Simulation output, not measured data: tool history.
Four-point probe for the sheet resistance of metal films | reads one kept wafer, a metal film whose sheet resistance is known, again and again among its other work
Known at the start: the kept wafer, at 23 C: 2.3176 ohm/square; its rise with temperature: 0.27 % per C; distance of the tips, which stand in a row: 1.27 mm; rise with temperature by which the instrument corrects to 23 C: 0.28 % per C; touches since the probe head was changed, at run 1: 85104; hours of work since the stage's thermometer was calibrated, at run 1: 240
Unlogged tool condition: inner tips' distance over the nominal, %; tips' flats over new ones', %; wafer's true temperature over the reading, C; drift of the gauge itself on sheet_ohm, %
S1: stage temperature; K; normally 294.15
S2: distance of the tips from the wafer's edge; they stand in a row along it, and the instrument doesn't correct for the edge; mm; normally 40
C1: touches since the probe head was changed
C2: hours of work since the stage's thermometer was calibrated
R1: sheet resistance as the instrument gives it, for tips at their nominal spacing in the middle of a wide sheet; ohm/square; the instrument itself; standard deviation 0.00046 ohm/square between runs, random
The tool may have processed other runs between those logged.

{"run": 1, "hour": 0.0, "S1": 294.15, "S2": 40, "C1": 85104, "C2": 240, "R1": 2.32879}
{"run": 2, "hour": 54.6, "S1": 294.15, "S2": 4, "C1": 87646, "C2": 274, "R1": 2.448047}
{"run": 3, "hour": 99.2, "S1": 294.15, "S2": 40, "C1": 89723, "C2": 301, "R1": 2.330172}
{"run": 4, "hour": 152.4, "S1": 294.15, "S2": 40, "C1": 92200, "C2": 333, "R1": 2.330747}
{"run": 5, "hour": 212.2, "S1": 294.15, "S2": 40, "C1": 94987, "C2": 370, "R1": 2.331274}
{"run": 6, "hour": 260.0, "S1": 294.15, "S2": 40, "C1": 97212, "C2": 399, "R1": 2.331755}
{"run": 7, "hour": 303.5, "S1": 294.15, "S2": 40, "C1": 99236, "C2": 426, "R1": 2.332965}
{"run": 8, "hour": 336.2, "S1": 294.15, "S2": 40, "C1": 100759, "C2": 446, "R1": 2.332328}
{"run": 9, "hour": 379.5, "S1": 294.15, "S2": 40, "C1": 102773, "C2": 473, "R1": 2.332203}
{"run": 10, "hour": 434.3, "S1": 294.15, "S2": 40, "C1": 105326, "C2": 506, "R1": 2.332666}
{"run": 11, "hour": 466.2, "S1": 294.15, "S2": 40, "C1": 106813, "C2": 526, "R1": 2.333991}
{"run": 12, "hour": 491.5, "S1": 294.15, "S2": 40, "C1": 107993, "C2": 541, "R1": 2.334474}
{"run": 13, "hour": 530.1, "S1": 306.15, "S2": 24, "C1": 109788, "C2": 565, "R1": 2.334349}
{"run": 14, "hour": 571.7, "S1": 297.15, "S2": 56, "C1": 111726, "C2": 590, "R1": 2.332616}
{"run": 15, "hour": 617.5, "S1": 295.15, "S2": 42, "C1": 113859, "C2": 618, "R1": 2.333691}

5 options for the next run, each taken on its own from the tool as it stands now. Forecast them:
{"run": "A", "hour": 660.2, "S1": 292.15, "S2": 50, "C1": 115848, "C2": 644, "R1": "?"}
{"run": "B", "hour": 660.2, "S1": 292.15, "S2": 5, "C1": 115848, "C2": 644, "R1": "?"}
{"run": "C", "hour": 660.2, "S1": 294.15, "S2": 26, "C1": 115848, "C2": 644, "R1": "?"}
{"run": "D", "hour": 660.2, "S1": 300.15, "S2": 3, "C1": 115848, "C2": 644, "R1": "?"}
{"run": "E", "hour": 660.2, "S1": 299.15, "S2": 22, "C1": 115848, "C2": 644, "R1": "?"}

run=A R1=2.334400
run=B R1=2.413313
run=C R1=2.337600
run=D R1=2.536582
run=E R1=2.338191
Take away the tool's hidden state, keep each run's random variation, and the runs would have read:
run=A R1=2.318386
run=B R1=2.396805
run=C R1=2.321559
run=D R1=2.519294
run=E R1=2.322133
